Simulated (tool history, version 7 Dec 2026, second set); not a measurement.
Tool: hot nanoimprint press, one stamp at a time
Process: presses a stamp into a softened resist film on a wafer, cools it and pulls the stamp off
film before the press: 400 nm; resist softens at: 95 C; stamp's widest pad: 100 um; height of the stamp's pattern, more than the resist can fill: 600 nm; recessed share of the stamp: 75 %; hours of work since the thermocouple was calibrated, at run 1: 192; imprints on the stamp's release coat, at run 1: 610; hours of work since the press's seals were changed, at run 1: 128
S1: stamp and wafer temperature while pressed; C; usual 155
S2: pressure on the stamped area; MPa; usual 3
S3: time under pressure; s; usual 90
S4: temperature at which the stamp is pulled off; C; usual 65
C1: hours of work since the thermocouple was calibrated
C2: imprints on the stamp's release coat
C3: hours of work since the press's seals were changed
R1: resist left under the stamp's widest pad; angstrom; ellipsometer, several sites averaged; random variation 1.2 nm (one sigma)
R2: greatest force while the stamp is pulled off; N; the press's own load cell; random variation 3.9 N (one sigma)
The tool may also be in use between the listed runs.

run   hour   S1    S2  S3  S4   C1    C2   C3    R1   R2
  1      0  155     3  90  65  192   610  128  2050  188
  2   19.1  155     3  90  65  203   677  138  2022  192
  3   33.6  155     3  90  65  211   728  146  2020  193
  4   42.7  155     3  90  53  216   760  151  2038  253
  5   57.6  155     3  90  65  224   812  159  2031  194
  6   67.6  155     3  90  65  229   847  165  2017  193
  7   82.9  155  2.78  90  65  238   901  173  2111  192
  8  103.9  155     3  90  69  249   975  185  2034  172
  9    125  155     3  90  65  261  1049  196  2022  196
 10    134  155     3  90  65  266  1081  201  2025  193
 11  152.4  155     3  90  65  276  1145  212  2055  187
 12  168.7  155  3.67  90  65  285  1202  220  1833  194
     179.7  -- stamp cleaned and given a new release coat
 13  186.4  155  3.67  90  65  291    24  227  1829  186
 14  201.6  155  3.67  90  65  300    77  235  1833  189
 15  221.1  151  3.67  90  65  310   146  246  2143  186

The next listed run, before its measurement:
 16  230.1  151  3.67  90  65  315  177  251   ?   ?

R1: 2152 angstrom
R2: 188 N
Without the tool's hidden state the same run would have given R1 2183 angstrom, R2 188 N.

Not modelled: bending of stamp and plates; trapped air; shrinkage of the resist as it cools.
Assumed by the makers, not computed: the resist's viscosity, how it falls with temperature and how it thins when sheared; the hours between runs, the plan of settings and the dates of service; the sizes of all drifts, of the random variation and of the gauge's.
